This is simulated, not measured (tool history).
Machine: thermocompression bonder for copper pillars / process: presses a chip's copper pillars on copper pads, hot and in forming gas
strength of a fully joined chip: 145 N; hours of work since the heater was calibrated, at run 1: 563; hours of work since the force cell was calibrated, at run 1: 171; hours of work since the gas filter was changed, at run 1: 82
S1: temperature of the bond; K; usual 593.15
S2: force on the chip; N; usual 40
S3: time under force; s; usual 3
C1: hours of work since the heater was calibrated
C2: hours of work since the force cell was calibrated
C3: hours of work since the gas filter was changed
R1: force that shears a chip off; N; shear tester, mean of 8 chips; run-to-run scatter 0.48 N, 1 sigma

run   hour      S1  S2  S3   C1   C2   C3     R1
  1      0  593.15  40   3  563  171   82   87.4
  2   19.5  593.15  40   3  574  182   94   86.9
  3   37.5  593.15  40   3  585  193  105   86.4
  4   58.3  593.15  40   3  597  205  117   86.1
  5     73  593.15  40   2  606  214  126   77.1
  6   89.1  593.15  40   2  616  224  136   75.9
  7   99.5  593.15  40   3  622  230  142   86.2
  8  108.2  593.15  40   3  627  235  147   85.9
  9    125  593.15  34   3  637  245  157   76.2
     127.3  -- forming gas filter changed
 10  140.5  593.15  34   3  646  254    8   76.3
 11  152.1  593.15  40   3  653  261   15   86.4
 12  171.4  593.15  40   3  665  272   26   85.4
 13  189.3  568.15  40   3  675  283   37   71.4
 14  206.3  568.15  40   3  685  293   47   71.4
 15  220.9  587.15  40   3  694  302   56   81.6
     233.8  -- gauge calibrated
 16  241.5  611.15  40   4  706  314   68  104.8
 17  254.2  577.15  40   4  714  322   76   86.1
 18  269.9  577.15  40   4  723  331   85     86

Run 19, settings as shown, results not yet in. Your forecast:
 19   279  593.15  27   6  729  337  90   ?

R1: 82 N
Were there no unlogged condition in the tool, this run, its random variation unchanged, would have produced R1 82.5 N.
